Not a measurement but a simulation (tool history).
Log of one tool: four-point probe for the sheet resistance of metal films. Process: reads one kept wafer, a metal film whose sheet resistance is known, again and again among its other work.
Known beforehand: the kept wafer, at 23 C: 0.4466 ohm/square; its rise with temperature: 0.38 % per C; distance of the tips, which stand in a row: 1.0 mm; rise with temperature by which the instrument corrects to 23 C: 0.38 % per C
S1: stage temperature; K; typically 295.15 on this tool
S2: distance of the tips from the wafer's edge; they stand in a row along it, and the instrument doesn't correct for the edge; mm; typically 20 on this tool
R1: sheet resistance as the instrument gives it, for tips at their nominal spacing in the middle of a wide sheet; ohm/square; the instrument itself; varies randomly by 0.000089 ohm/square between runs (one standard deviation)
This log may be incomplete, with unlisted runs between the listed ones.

| run | hour | S1 | S2 | R1 |
|---|---|---|---|---|
| 1 | 0 | 295.15 | 20 | 0.446351 |
| 2 | 30.9 | 295.15 | 20 | 0.44638 |
| 3 | 71.8 | 295.15 | 20 | 0.446291 |
| 4 | 117.2 | 295.15 | 20 | 0.446224 |
| 5 | 160.6 | 295.15 | 20 | 0.445973 |
| 6 | 197.2 | 295.15 | 20 | 0.445855 |
| 7 | 218.7 | 295.15 | 20 | 0.44596 |
| 8 | 268.8 | 295.15 | 20 | 0.445993 |
| 9 | 318.2 | 295.15 | 20 | 0.445851 |
| 10 | 343 | 295.15 | 20 | 0.445835 |
| 11 | 393 | 295.15 | 20 | 0.445831 |
| 12 | 422.6 | 295.15 | 20 | 0.445715 |
| 13 | 444.8 | 295.15 | 20 | 0.445694 |
| 14 | 468.9 | 295.15 | 20 | 0.445742 |
| 15 | 515 | 295.15 | 20 | 0.445795 |
| 16 | 549.1 | 295.15 | 20 | 0.445733 |
| 17 | 576.2 | 293.15 | 4 | 0.45942 |
| 18 | 602.3 | 295.15 | 5 | 0.454354 |
| 19 | 625.2 | 302.15 | 27 | 0.445153 |
| 20 | 656.6 | 292.15 | 29 | 0.4452 |
| 21 | 685.2 | 303.15 | 10 | 0.447346 |
| 22 | 736.3 | 299.15 | 26 | 0.445026 |
| 23 | 776.4 | 292.15 | 73 | 0.444731 |
|  | 807 | new probe head fitted |
| 24 | 828.2 | 293.15 | 3 | 0.475028 |
| 25 | 869.7 | 293.15 | 3 | 0.475054 |
| 26 | 911.6 | 299.15 | 20 | 0.450176 |
| 27 | 942.6 | 292.15 | 38 | 0.449889 |
| 28 | 988.8 | 294.15 | 26 | 0.449899 |

Consider 3 possible next runs. They are alternatives, not a sequence: every one starts from the tool as it was left by run 28. What does each give?
| A | 1015 | 299.15 | 5 | ? |
| B | 1015 | 295.15 | 6 | ? |
| C | 1015 | 307.15 | 14 | ? |

| run | R1 |
|---|---|
| A | 0.458836 |
| B | 0.456082 |
| C | 0.450749 |
Stripped of hidden state, with their random variation kept, the same runs would have yielded:
| run | R1 |
|---|---|
| A | 0.455863 |
| B | 0.453132 |
| C | 0.447809 |

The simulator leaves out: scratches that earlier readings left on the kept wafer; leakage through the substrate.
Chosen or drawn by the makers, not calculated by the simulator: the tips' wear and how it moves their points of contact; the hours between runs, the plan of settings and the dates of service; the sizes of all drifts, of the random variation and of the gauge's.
